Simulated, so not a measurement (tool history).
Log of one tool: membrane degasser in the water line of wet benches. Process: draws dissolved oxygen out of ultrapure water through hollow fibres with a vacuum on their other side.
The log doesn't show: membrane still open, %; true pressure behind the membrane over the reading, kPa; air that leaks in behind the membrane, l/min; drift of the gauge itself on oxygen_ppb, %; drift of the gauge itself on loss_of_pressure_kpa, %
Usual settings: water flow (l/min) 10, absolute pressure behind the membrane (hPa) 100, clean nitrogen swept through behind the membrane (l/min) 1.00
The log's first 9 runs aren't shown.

run	hour	water flow (l/min)	absolute pressure behind the membrane (hPa)	clean nitrogen swept through behind the membrane (l/min)	hours since the membrane was changed	hours since the vacuum gauge was calibrated	hours since the vacuum lines were made tight	dissolved oxygen in the water behind the degasser (ppb)	pressure that the water loses in the fibres (hPa)
10	463.4	10	100	0.44	2953	158	3817	340.2	422.6
11	512.8	10	141	1.00	3002	208	3866	257.9	424.8
12	546.0	10	133	1.00	3036	241	3899	243.4	426.7
13	574.7	10	133	1.00	3064	270	3928	240.2	425.1
14	605.0	10	100	1.00	3095	300	3958	165.4	425.4
15	633.8	10	100	1.00	3123	329	3987	166.9	424.1
16	674.0	10	100	1.00	3164	369	4027	166.5	426.3
17	732.5	10	156	1.37	3222	427	4086	219.6	425.6
18	791.5	7	179	2.35	3281	486	4145	111.3	295.9
19	858.4	13	169	2.67	3348	553	4212	165.2	553.0

The next listed run, before its measurement:
20	889.4	13	169	2.67	3379	584	4243	?	?

dissolved oxygen in the water behind the degasser (ppb): 168.2
pressure that the water loses in the fibres (hPa): 552.3
Without the tool's hidden state the same run would have given dissolved oxygen in the water behind the degasser (ppb) 163.6, pressure that the water loses in the fibres (hPa) 540.9.

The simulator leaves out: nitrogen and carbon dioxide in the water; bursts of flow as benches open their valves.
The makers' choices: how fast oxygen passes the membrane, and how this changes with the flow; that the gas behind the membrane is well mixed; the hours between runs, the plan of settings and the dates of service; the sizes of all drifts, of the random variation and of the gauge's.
